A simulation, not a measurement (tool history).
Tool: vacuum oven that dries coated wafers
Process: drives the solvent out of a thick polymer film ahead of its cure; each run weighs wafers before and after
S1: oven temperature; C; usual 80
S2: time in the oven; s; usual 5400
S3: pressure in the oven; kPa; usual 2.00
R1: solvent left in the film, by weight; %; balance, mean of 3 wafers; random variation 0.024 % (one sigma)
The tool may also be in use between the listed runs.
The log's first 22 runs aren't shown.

run,hour,S1,S2,S3,R1
23,215.9,80,5400,2.00,1.80
24,228.8,80,5400,2.00,1.78
25,234.7,80,5400,2.00,1.75
26,245.2,71,5580,2.00,3.47
27,251.8,78,5340,2.00,2.14
28,260.3,65,5340,2.45,5.77
29,272.7,81,5400,5.62,3.53
30,283.3,81,5400,5.62,3.53
31,289.2,81,5400,5.62,3.56
32,301.2,81,5400,5.62,3.57
33,311.3,81,5400,5.62,3.50
34,320.8,81,5400,5.62,3.56
35,329.6,81,5400,5.62,3.61
36,342.7,88,9600,1.19,0.53
37,351.3,78,7740,6.71,4.35
38,358.0,84,7740,6.71,3.31
39,369.4,84,7740,6.71,3.30
40,379.5,82,5400,2.00,1.57
41,389.1,80,5580,1.79,1.66
42,400.0,82,5400,2.00,1.55
43,411.0,80,8460,2.00,1.27
44,419.7,80,5640,5.25,3.49
45,431.5,80,5640,5.25,3.50
46,443.0,80,5880,5.25,3.42
47,455.6,80,5400,4.55,3.21

3 ways to go on from here, each from the tool as it stands after run 47. What would each give?
A,467.8,88,5400,4.55,?
B,467.8,77,5400,1.91,?
C,467.8,76,5400,2.00,?

run,R1
A,2.05
B,2.23
C,2.52
Without the tool's hidden state the same runs would have given:
run,R1
A,1.85
B,1.89
C,2.15
